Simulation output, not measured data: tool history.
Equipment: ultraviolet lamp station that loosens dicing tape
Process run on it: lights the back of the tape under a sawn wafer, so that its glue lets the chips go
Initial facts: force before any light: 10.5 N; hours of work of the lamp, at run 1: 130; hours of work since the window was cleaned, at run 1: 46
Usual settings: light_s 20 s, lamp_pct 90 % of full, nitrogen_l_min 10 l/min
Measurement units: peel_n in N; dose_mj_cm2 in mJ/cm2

run   hour  light_s  lamp_pct  nitrogen_l_min  hours of work of the lamp  hours of work since the window was cleaned  peel_n  dose_mj_cm2
  1    0.0       20        90              10                        130                                          46   0.165          298
  2   16.8       20        90              10                        139                                          56   0.168          300
  3   39.8       20        90              10                        153                                          69   0.172          294
  4   63.8       20        90              10                        166                                          83   0.181          296
  5   83.8       20        90              10                        178                                          94   0.173          291
  6  107.8       20        90              10                        191                                         108   0.179          297
  7  131.3       31        90              10                        205                                         121   0.078          442
  8  155.8       31        90              10                        219                                         135   0.081          444
  9  167.5       31        90              10                        225                                         142   0.076          451
 10  187.6       31        90              10                        237                                         153   0.089          440
 11  200.1       31        66              10                        244                                         160   0.134          323
 12  210.8       31        66              10                        250                                         167   0.150          322
 13  223.8       31        66              10                        258                                         174   0.143          319
 14  236.4       31        66              10                        265                                         181   0.145          321
 15  259.8       20        90              10                        278                                         195   0.214          284
 16  281.3       20        86              14                        290                                         207   0.178          265
 17  296.2       20        80               4                        299                                         215   0.765          244
 18  313.5       20        80               4                        309                                         225   0.827          250
 19  337.9       11        94              10                        323                                         239   0.951          155
 20  355.4       22        79               8                        333                                         249   0.310          265
 21  368.8       20        93              10                        340                                         257   0.209          281
 22  391.5       20        98               4                        353                                         270   0.515          292
 23  414.1       20        98               4                        366                                         283   0.513          289
 24  432.0       20        61               5                        376                                         293   1.305          184
 25  447.2       35        75              12                        385                                         301   0.100          388
 26  463.7       24        75               4                        394                                         311   0.668          264
 27  478.4       24        75               4                        403                                         319   0.706          262
 28  497.7       11        94               4                        414                                         330   2.046          153
 29  519.7       11        94               4                        426                                         343   2.168          151

Difference, measured minus no-hidden-state, one row per run. Run-to-run variation is common to both terms; the gauge's own scatter need not be:
Hidden state present: lamp's light, % of a new lamp's; light that the window lets through, % of a clean one's; drift of the gauge itself on peel_n, %; drift of the gauge itself on dose_mj_cm2, %.
run  peel_n  dose_mj_cm2
  1  +0.016          -12
  2  +0.018          -13
  3  +0.020          -16
  4  +0.024          -17
  5  +0.027          -20
  6  +0.029          -21
  7  +0.004          -35
  8  +0.004          -39
  9  +0.004          -41
 10  +0.005          -44
 11  +0.026          -33
 12  +0.028          -34
 13  +0.029          -35
 14  +0.031          -37
 15  +0.055          -35
 16  +0.044          -34
 17  +0.213          -34
 18  +0.235          -35
 19  +0.268          -24
 20  +0.105          -41
 21  +0.065          -45
 22  +0.179          -49
 23  +0.187          -51
 24  +0.398          -33
 25  +0.012          -73
 26  +0.252          -51
 27  +0.270          -51
 28  +0.561          -31
 29  +0.609          -32

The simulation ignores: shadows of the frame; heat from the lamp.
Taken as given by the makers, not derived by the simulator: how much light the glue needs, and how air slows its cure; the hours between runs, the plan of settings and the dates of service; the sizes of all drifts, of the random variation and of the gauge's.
